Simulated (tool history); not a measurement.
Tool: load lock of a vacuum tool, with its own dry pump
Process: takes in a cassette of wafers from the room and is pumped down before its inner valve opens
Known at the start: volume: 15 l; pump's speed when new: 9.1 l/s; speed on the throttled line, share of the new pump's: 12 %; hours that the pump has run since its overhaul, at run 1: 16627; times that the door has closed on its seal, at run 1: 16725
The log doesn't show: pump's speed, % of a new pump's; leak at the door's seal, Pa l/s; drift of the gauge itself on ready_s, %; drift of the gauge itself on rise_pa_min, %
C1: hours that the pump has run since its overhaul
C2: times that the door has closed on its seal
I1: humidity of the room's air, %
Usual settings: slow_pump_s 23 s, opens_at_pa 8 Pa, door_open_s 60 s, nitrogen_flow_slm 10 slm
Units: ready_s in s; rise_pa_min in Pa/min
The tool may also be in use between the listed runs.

Run 1, hour 0: usual settings; C1 16627; C2 16725; I1 40.5. Result: ready_s 36.6 s, rise_pa_min 0.041 Pa/min.
Run 2, hour 160.3: usual settings; C1 16787; C2 17381; I1 44.3. Result: ready_s 36.1 s, rise_pa_min 0.043 Pa/min.
Run 3, hour 424.4: usual settings; C1 17051; C2 18460; I1 45.6. Result: ready_s 36.4 s, rise_pa_min 0.039 Pa/min.
Run 4, hour 617.5: usual settings; C1 17245; C2 19250; I1 47.9. Result: ready_s 36.2 s, rise_pa_min 0.041 Pa/min.
Run 5, hour 857.5: usual settings; C1 17484; C2 20231; I1 44.6. Result: ready_s 36.3 s, rise_pa_min 0.041 Pa/min.
Run 6, hour 1047.5: usual settings; C1 17675; C2 21008; I1 43. Result: ready_s 36 s, rise_pa_min 0.039 Pa/min.
Run 7, hour 1189.6: usual settings; C1 17817; C2 21588; I1 47.2. Result: ready_s 36 s, rise_pa_min 0.042 Pa/min.
Run 8, hour 1336.7: usual settings; C1 17964; C2 22190; I1 44. Result: ready_s 36.4 s, rise_pa_min 0.034 Pa/min.
Run 9, hour 1481.6: usual settings; C1 18109; C2 22782; I1 41.6. Result: ready_s 36.5 s, rise_pa_min 0.041 Pa/min.
Run 10, hour 1697.2: usual settings; C1 18324; C2 23663; I1 43.4. Result: ready_s 35.8 s, rise_pa_min 0.045 Pa/min.
Run 11, hour 1924.5: usual settings but slow_pump_s 15 s, nitrogen_flow_slm 33 slm; C1 18551; C2 24593; I1 43.5. Result: ready_s 29.4 s, rise_pa_min 0.024 Pa/min.
Run 12, hour 2198.3: usual settings but slow_pump_s 15 s, opens_at_pa 10 Pa, nitrogen_flow_slm 13 slm; C1 18825; C2 25712; I1 46.7. Result: ready_s 28.8 s, rise_pa_min 0.038 Pa/min.
Run 13, hour 2349.3: usual settings but slow_pump_s 15 s, opens_at_pa 10 Pa, nitrogen_flow_slm 13 slm; C1 18976; C2 26329; I1 43.9. Result: ready_s 28.6 s, rise_pa_min 0.035 Pa/min.
Run 14, hour 2564.2: usual settings but slow_pump_s 15 s, opens_at_pa 9 Pa, door_open_s 209 s, nitrogen_flow_slm 13 slm; C1 19191; C2 27208; I1 44.5. Result: ready_s 28.6 s, rise_pa_min 0.075 Pa/min.
Run 15, hour 2788.8: usual settings but opens_at_pa 12 Pa, door_open_s 39 s; C1 19416; C2 28126; I1 43.3. Result: ready_s 35.5 s, rise_pa_min 0.03 Pa/min.
Run 16, hour 2995.8: usual settings but opens_at_pa 9 Pa, nitrogen_flow_slm 9 slm; C1 19623; C2 28972; I1 46.6. Result: ready_s 36 s, rise_pa_min 0.041 Pa/min.
Run 17, hour 3109.4: usual settings but slow_pump_s 27 s, door_open_s 89 s, nitrogen_flow_slm 19 slm; C1 19736; C2 29437; I1 47.7. Result: ready_s 39.9 s, rise_pa_min 0.038 Pa/min.
At hour 3280: dry pump taken out, an overhauled one fitted.
Run 18, hour 3300.5: usual settings but slow_pump_s 41 s, opens_at_pa 11 Pa, door_open_s 70 s, nitrogen_flow_slm 6 slm; C1 21; C2 30193; I1 44.9. Result: ready_s 51.3 s, rise_pa_min 0.059 Pa/min.
Run 19, hour 3529: usual settings but slow_pump_s 32 s, opens_at_pa 11 Pa, nitrogen_flow_slm 27 slm; C1 249; C2 31127; I1 47.1. Result: ready_s 43.9 s, rise_pa_min 0.027 Pa/min.
Run 20, hour 3742.1: usual settings but slow_pump_s 32 s, opens_at_pa 11 Pa, nitrogen_flow_slm 27 slm; C1 462; C2 31998; I1 44.2. Result: ready_s 43.3 s, rise_pa_min 0.023 Pa/min.

Forecast each of these 3 alternatives for the next run:
Run A, hour 3996.5: usual settings but slow_pump_s 27 s, opens_at_pa 14 Pa, nitrogen_flow_slm 14 slm; C1 717; C2 33038; I1 43.9. Result: ready_s ?, rise_pa_min ?.
Run B, hour 3996.5: usual settings but nitrogen_flow_slm 12 slm; C1 717; C2 33038; I1 43.2. Result: ready_s ?, rise_pa_min ?.
Run C, hour 3996.5: usual settings but nitrogen_flow_slm 11 slm; C1 717; C2 33038; I1 43.8. Result: ready_s ?, rise_pa_min ?.

run  ready_s  rise_pa_min
  A     38.6        0.031
  B     35.7        0.036
  C     35.9        0.035
Without the tool's hidden state the same runs would have given:
run  ready_s  rise_pa_min
  A     38.6         0.03
  B     35.7        0.035
  C     35.9        0.035
